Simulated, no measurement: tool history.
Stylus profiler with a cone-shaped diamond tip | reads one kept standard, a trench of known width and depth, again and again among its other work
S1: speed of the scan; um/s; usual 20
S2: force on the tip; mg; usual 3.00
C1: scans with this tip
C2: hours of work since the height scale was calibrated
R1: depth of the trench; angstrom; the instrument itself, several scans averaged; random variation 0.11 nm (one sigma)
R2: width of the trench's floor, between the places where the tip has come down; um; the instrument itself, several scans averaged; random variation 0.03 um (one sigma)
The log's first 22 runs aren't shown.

run	hour	S1	S2	C1	C2	R1	R2
23	651.0	6	3.00	3032	227	2023.7	28.22
24	678.4	6	3.00	3189	239	2023.8	28.31
25	713.3	21	1.86	3388	253	2016.1	28.20
26	739.1	51	1.14	3535	264	2011.4	27.98
27	774.2	8	1.00	3735	279	2011.6	28.19
28	803.4	33	2.99	3901	292	2023.8	28.12
29	821.0	44	4.86	4001	299	2032.7	28.13
30	843.4	13	2.65	4129	309	2021.8	28.18
31	864.5	13	2.65	4249	318	2021.2	28.20
32	885.7	13	2.65	4370	327	2020.3	28.24
33	921.7	13	2.65	4575	342	2022.0	28.15
34	948.8	29	5.61	4729	354	2036.9	28.18
35	976.1	13	3.00	4885	366	2024.5	28.23
36	998.7	16	1.27	5014	375	2014.0	28.15
37	1017.6	16	1.27	5122	383	2012.4	28.17
38	1040.9	60	2.37	5254	393	2019.9	28.06
39	1073.4	8	1.45	5439	407	2014.3	28.20
40	1110.4	54	2.99	5650	423	2023.2	28.02
41	1132.7	10	3.89	5777	432	2028.9	28.19
42	1153.1	10	3.89	5893	441	2030.5	28.22
43	1182.4	8	7.57	6061	453	2044.9	28.22
44	1204.6	8	7.57	6187	463	2045.7	28.23
45	1231.9	7	2.69	6342	475	2023.1	28.19
46	1270.3	13	2.29	6561	491	2019.4	28.19

Forecast each of these 4 alternatives for the next run:
A	1309.4	8	3.00	6784	508	?	?
B	1309.4	30	4.96	6784	508	?	?
C	1309.4	13	7.13	6784	508	?	?
D	1309.4	20	1.86	6784	508	?	?

run	R1	R2
A	2025.5	28.20
B	2035.5	28.17
C	2042.1	28.19
D	2018.2	28.17
Without the tool's hidden state the same runs would have given:
run	R1	R2
A	2025.5	28.22
B	2035.6	28.19
C	2042.1	28.21
D	2018.2	28.19

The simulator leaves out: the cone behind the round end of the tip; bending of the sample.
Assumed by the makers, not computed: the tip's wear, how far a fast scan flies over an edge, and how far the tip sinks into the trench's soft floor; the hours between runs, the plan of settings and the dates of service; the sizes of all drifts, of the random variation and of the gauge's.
